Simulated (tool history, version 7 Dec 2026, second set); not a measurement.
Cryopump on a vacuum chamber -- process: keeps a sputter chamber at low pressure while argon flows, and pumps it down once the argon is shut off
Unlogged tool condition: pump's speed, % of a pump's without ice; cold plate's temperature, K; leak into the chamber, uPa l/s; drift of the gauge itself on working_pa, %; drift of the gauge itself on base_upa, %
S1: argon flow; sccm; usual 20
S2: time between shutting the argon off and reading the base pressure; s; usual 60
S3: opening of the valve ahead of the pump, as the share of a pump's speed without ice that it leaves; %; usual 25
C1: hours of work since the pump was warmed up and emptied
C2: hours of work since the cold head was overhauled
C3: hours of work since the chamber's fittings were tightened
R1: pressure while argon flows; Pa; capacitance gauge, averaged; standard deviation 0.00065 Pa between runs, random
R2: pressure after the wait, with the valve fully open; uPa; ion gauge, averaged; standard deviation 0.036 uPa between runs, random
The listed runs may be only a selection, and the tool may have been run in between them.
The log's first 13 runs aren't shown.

run   hour  S1   S2  S3   C1    C2   C3      R1    R2
 14  381.5  20   60  32  237  1238  568  0.0846  2.11
 15  418.4  20   60  32  262  1263  593  0.0842  2.08
 16  443.9  17   60  25  279  1280  611  0.0910  2.12
 17  462.3  20   60  25  292  1292  623  0.1068  2.13
 18  491.5  20   28  49  311  1312  643  0.0567  4.03
 19  516.0  15   24  16  328  1329  660  0.1246  4.68
 20  543.3  15   24  16  346  1347  678  0.1243  4.70
 21  577.3  18  140  35  369  1370  701  0.0703  1.12
 22  615.9  38  187  18  396  1396  727  0.2825  0.96
 23  638.2  29   26  18  411  1412  742  0.2155  4.25
 24  673.6   8   60  42  435  1436  766  0.0265  2.12
 25  707.2   8   60  42  457  1458  789  0.0269  2.21
 26  742.4   8   60  42  481  1482  813  0.0268  2.19
 27  768.3  19   28  25  499  1500  830  0.1037  4.08
 28  803.9  29   48  25  523  1524  855  0.1586  2.63
 29  827.7  29   48  25  539  1540  871  0.1589  2.63
 30  866.4  29   48  25  565  1566  897  0.1601  2.60
 31  904.7  29   43  33  591  1592  923  0.1231  2.97
 32  941.8  29   43  33  616  1617  948  0.1239  2.85
 33  973.7   9   23  38  638  1639  970  0.0338  4.98

Predict each of these 3 candidate next runs independently; none follows another, all start after run 33:
  A  1012.5  27  63  59  664  1665  996   ?   ?
  B  1012.5  15  60  25  664  1665  996   ?   ?
  C  1012.5  34  24  23  664  1665  996   ?   ?

run      R1    R2
  A  0.0693  2.16
  B  0.0833  2.19
  C  0.2049  4.67
Had the tool no hidden state, the same runs would have come out as:
run      R1    R2
  A  0.0601  1.90
  B  0.0783  1.94
  C  0.1934  4.43

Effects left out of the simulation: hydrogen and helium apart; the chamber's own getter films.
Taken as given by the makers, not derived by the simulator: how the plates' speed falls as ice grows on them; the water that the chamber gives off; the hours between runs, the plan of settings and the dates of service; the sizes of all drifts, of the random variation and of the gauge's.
